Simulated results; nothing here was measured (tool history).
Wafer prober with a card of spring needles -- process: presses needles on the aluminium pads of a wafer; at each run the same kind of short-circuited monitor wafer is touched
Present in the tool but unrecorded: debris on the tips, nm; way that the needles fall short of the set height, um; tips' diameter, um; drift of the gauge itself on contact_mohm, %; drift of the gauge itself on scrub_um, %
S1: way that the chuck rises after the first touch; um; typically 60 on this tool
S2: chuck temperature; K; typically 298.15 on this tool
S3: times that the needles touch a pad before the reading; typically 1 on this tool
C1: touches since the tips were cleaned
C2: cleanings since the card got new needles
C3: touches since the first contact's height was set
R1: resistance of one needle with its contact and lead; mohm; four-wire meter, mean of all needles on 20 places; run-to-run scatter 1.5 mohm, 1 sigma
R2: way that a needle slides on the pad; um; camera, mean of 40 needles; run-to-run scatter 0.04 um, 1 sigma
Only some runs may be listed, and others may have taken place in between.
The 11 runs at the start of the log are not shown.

Run 12, hour 79.9: usual settings; C1 2502; C2 60; C3 181596. Result: R1 170 mohm, R2 12.54 um.
At hour 80.5: tips cleaned on abrasive film.
At hour 87.3: tips cleaned on abrasive film.
Run 13, hour 88.5: usual settings but S3 2; C1 500; C2 62; C3 185210. Result: R1 141 mohm, R2 12.54 um.
At hour 94.3: tips cleaned on abrasive film.
Run 14, hour 97.8: usual settings; C1 1489; C2 63; C3 189187. Result: R1 161 mohm, R2 12.54 um.
At hour 100: height of the first contact set anew.
At hour 101.5: tips cleaned on abrasive film.
Run 15, hour 103: usual settings but S3 2; C1 653; C2 64; C3 1226. Result: R1 141 mohm, R2 13.41 um.
At hour 108.2: tips cleaned on abrasive film.
Run 16, hour 108.5: usual settings but S2 396.15 K; C1 146; C2 65; C3 3578. Result: R1 154 mohm, R2 13.41 um.
Run 17, hour 113.6: usual settings but S1 41 um, S2 337.15 K, S3 2; C1 2353; C2 65; C3 5785. Result: R1 184 mohm, R2 9.13 um.
At hour 114.9: tips cleaned on abrasive film.
Run 18, hour 117.9: usual settings but S1 41 um, S2 337.15 K, S3 2; C1 1261; C2 66; C3 7581. Result: R1 168 mohm, R2 9.12 um.
At hour 121.4: tips cleaned on abrasive film.
Run 19, hour 124.7: usual settings but S1 54 um, S2 309.15 K; C1 1433; C2 67; C3 10515. Result: R1 165 mohm, R2 11.99 um.
At hour 128: tips cleaned on abrasive film.
At hour 134.6: tips cleaned on abrasive film.
Run 20, hour 135: usual settings but S1 54 um, S2 309.15 K; C1 190; C2 69; C3 14891. Result: R1 143 mohm, R2 11.95 um.
At hour 141: tips cleaned on abrasive film.
Run 21, hour 144.1: usual settings but S2 334.15 K, S3 2; C1 1324; C2 70; C3 18748. Result: R1 154 mohm, R2 13.36 um.
At hour 148: tips cleaned on abrasive film.
Run 22, hour 151.2: usual settings but S2 334.15 K, S3 2; C1 1382; C2 71; C3 21813. Result: R1 154 mohm, R2 13.31 um.
At hour 154.9: tips cleaned on abrasive film.
Run 23, hour 156.9: usual settings but S2 334.15 K, S3 2; C1 865; C2 72; C3 24232. Result: R1 146 mohm, R2 13.3 um.
At hour 162.1: tips cleaned on abrasive film.
Run 24, hour 164.6: usual settings but S1 49 um, S2 310.15 K; C1 1072; C2 73; C3 27494. Result: R1 163 mohm, R2 10.84 um.
At hour 169.3: tips cleaned on abrasive film.
Run 25, hour 169.7: usual settings but S1 70 um, S2 333.15 K; C1 196; C2 74; C3 29677. Result: R1 138 mohm, R2 15.55 um.
Run 26, hour 175.2: usual settings but S2 345.15 K, S3 2; C1 2556; C2 74; C3 32037. Result: R1 161 mohm, R2 13.39 um.
At hour 175.8: tips cleaned on abrasive film.
Run 27, hour 180.4: usual settings but S1 72 um, S2 300.15 K, S3 3; C1 2027; C2 75; C3 34280. Result: R1 140 mohm, R2 15.96 um.

Run 28 has not been measured yet. What should we expect?
At hour 182.6: tips cleaned on abrasive film.
Run 28, hour 186: usual settings but S2 363.15 K, S3 2; C1 1447; C2 76; C3 36627. Result: R1 ?, R2 ?.

Run 28 came out at R1 155 mohm, R2 13.2 um.
Take away the tool's hidden state, keep the run-to-run variation as it was, and the same run would have given R1 142 mohm, R2 13.33 um.
